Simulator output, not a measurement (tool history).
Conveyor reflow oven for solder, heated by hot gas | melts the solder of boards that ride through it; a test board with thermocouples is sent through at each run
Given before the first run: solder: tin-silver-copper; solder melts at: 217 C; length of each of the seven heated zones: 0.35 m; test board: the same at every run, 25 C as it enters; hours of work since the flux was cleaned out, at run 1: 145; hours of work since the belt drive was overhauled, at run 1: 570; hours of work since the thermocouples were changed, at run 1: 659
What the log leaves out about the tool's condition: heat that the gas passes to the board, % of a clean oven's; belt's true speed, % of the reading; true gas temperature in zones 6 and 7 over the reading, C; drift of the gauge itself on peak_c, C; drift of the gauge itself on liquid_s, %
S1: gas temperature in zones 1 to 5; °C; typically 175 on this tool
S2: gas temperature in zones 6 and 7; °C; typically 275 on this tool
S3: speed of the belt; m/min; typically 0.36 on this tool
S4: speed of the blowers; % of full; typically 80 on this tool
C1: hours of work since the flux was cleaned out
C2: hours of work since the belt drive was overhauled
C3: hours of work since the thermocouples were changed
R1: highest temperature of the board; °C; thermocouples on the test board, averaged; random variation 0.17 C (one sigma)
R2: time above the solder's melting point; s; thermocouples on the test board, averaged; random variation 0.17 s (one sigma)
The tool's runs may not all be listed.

run,day,S1,S2,S3,S4,C1,C2,C3,R1,R2
1,0,175,275,0.36,80,145,570,659,265.4,102.5
2,0.938,175,275,0.36,80,160,585,674,265.2,102.8
3,1.9,175,275,0.42,80,175,600,689,260.6,83.6
4,2.417,175,275,0.36,73,183,608,697,263.7,101
5,3.058,175,275,0.36,73,193,618,707,263.6,100.9
6,3.8,175,275,0.36,73,205,629,719,263.9,100.8
7,4.433,175,275,0.36,73,215,639,729,263.6,100.8
8,5.575,175,275,0.36,73,233,657,747,263.4,100.9
9,6.479,175,275,0.36,73,247,671,761,263.2,100.7
10,7.279,175,275,0.36,73,259,684,773,263.3,100.8
11,7.746,175,275,0.36,73,267,691,781,263.1,100.6
12,8.454,175,275,0.36,73,278,702,792,263.3,100.9
13,9.425,175,275,0.36,73,293,718,807,263.3,100.7
14,10.158,175,275,0.36,73,305,729,819,262.7,100.9
15,10.875,175,275,0.36,73,316,740,830,263.4,100.6
16,11.942,166,287,0.36,50,333,757,846,265.4,97
17,13.008,166,278,0.39,50,349,774,863,254,77.6
# day 13.692: flux residue cleaned out of gas plates and filters
18,14.25,175,275,0.367,60,9,790,879,256.6,91.4
19,15.171,175,264,0.332,80,23,805,894,254,100.9
# day 15.888: flux residue cleaned out of gas plates and filters, once more
20,16.392,175,273,0.36,80,8,820,910,264.8,103.2

Estimate the outcome of run 21 from the log above:
21,17.279,167,273,0.36,80,22,834,924,?,?

R1: 263.9 °C
R2: 98.6 s
If the tool had no hidden condition, the same run with the same run-to-run variation would have returned R1 262.5 °C, R2 95.8 s.
